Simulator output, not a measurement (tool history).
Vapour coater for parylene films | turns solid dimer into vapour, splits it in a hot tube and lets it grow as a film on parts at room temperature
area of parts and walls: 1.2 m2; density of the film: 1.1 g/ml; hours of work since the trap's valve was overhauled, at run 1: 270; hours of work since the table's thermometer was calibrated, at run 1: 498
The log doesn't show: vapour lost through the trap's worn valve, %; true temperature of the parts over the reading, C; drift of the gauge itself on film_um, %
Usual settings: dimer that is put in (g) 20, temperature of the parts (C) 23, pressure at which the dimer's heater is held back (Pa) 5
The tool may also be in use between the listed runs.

| run | hour | dimer that is put in (g) | temperature of the parts (C) | pressure at which the dimer's heater is held back (Pa) | hours of work since the trap's valve was overhauled | hours of work since the table's thermometer was calibrated | thickness of the film (nm) |
|---|---|---|---|---|---|---|---|
| 1 | 0 | 20 | 23 | 5 | 270 | 498 | 11150 |
| 2 | 21.9 | 20 | 23 | 5 | 281 | 509 | 11010 |
| 3 | 37.4 | 20 | 23 | 5 | 288 | 516 | 11230 |
| 4 | 59 | 20 | 23 | 5 | 299 | 527 | 11050 |
| 5 | 74.5 | 20 | 23 | 5 | 306 | 534 | 11130 |
| 6 | 91.9 | 20 | 23 | 5 | 315 | 543 | 11130 |
| 7 | 116.4 | 20 | 23 | 5 | 327 | 555 | 10890 |
| 8 | 130.3 | 20 | 23 | 5 | 334 | 562 | 10900 |
| 9 | 141.1 | 20 | 23 | 5 | 339 | 567 | 10940 |
|  | 163.2 | trap's valve overhauled |
| 10 | 163.4 | 20 | 23 | 5 | 0 | 576 | 11900 |
| 11 | 178.4 | 20 | 23 | 5 | 7 | 584 | 11890 |
| 12 | 194.1 | 20 | 25 | 5 | 15 | 591 | 11190 |
| 13 | 208.9 | 20 | 25 | 5 | 22 | 598 | 11350 |
| 14 | 221.7 | 20 | 25 | 5 | 29 | 605 | 11380 |
| 15 | 240.7 | 20 | 25 | 5 | 38 | 614 | 11410 |
| 16 | 260 | 20 | 25 | 5 | 48 | 624 | 11400 |
| 17 | 276.8 | 20 | 25 | 5 | 56 | 632 | 11180 |
| 18 | 295.8 | 20 | 23 | 5 | 65 | 641 | 11790 |
| 19 | 318.9 | 20 | 23 | 5 | 77 | 653 | 11750 |
| 20 | 343.6 | 20 | 23 | 5 | 89 | 665 | 11580 |
| 21 | 365.1 | 20 | 20 | 5.68 | 99 | 675 | 11890 |
| 22 | 383.3 | 12 | 23 | 5.68 | 108 | 684 | 6770 |
| 23 | 395.2 | 12 | 16 | 5.68 | 114 | 690 | 7760 |
| 24 | 417 | 16 | 23 | 4.15 | 125 | 701 | 9600 |
| 25 | 435.4 | 21 | 32 | 10.55 | 134 | 710 | 8480 |
| 26 | 458.6 | 21 | 32 | 2.87 | 145 | 721 | 11410 |
| 27 | 481.1 | 21 | 15 | 3.25 | 156 | 732 | 14910 |
| 28 | 505.5 | 30 | 15 | 10.33 | 168 | 744 | 17040 |
| 29 | 528.7 | 10 | 20 | 6.02 | 180 | 756 | 5830 |
| 30 | 543.9 | 10 | 20 | 6.02 | 187 | 763 | 5900 |
| 31 | 559 | 10 | 20 | 6.02 | 195 | 771 | 5830 |
| 32 | 579.7 | 9 | 23 | 4.62 | 205 | 781 | 5180 |
| 33 | 591.6 | 20 | 26 | 5 | 211 | 787 | 10690 |
| 34 | 603.8 | 8 | 23 | 5 | 217 | 793 | 4580 |
| 35 | 617.7 | 14 | 26 | 6.89 | 223 | 799 | 6870 |
| 36 | 643.9 | 20 | 23 | 3.31 | 236 | 812 | 12730 |
| 37 | 659.3 | 32 | 25 | 3.31 | 244 | 820 | 19170 |
| 38 | 670.2 | 24 | 19 | 3.31 | 249 | 825 | 16460 |
| 39 | 696.4 | 24 | 19 | 3.31 | 262 | 838 | 16270 |

Measured less the same run without the tool's hidden state. The same run-to-run variation is in both; the gauge's scatter may not be:
| run | thickness of the film (nm) |
|---|---|
| 1 | -630 |
| 2 | -650 |
| 3 | -670 |
| 4 | -690 |
| 5 | -710 |
| 6 | -730 |
| 7 | -740 |
| 8 | -760 |
| 9 | -780 |
| 10 | +90 |
| 11 | +70 |
| 12 | +60 |
| 13 | +50 |
| 14 | +40 |
| 15 | +10 |
| 16 | -10 |
| 17 | -20 |
| 18 | -40 |
| 19 | -60 |
| 20 | -90 |
| 21 | -120 |
| 22 | -70 |
| 23 | -100 |
| 24 | -140 |
| 25 | -140 |
| 26 | -210 |
| 27 | -470 |
| 28 | -380 |
| 29 | -150 |
| 30 | -150 |
| 31 | -160 |
| 32 | -150 |
| 33 | -330 |
| 34 | -150 |
| 35 | -230 |
| 36 | -450 |
| 37 | -710 |
| 38 | -630 |
| 39 | -660 |
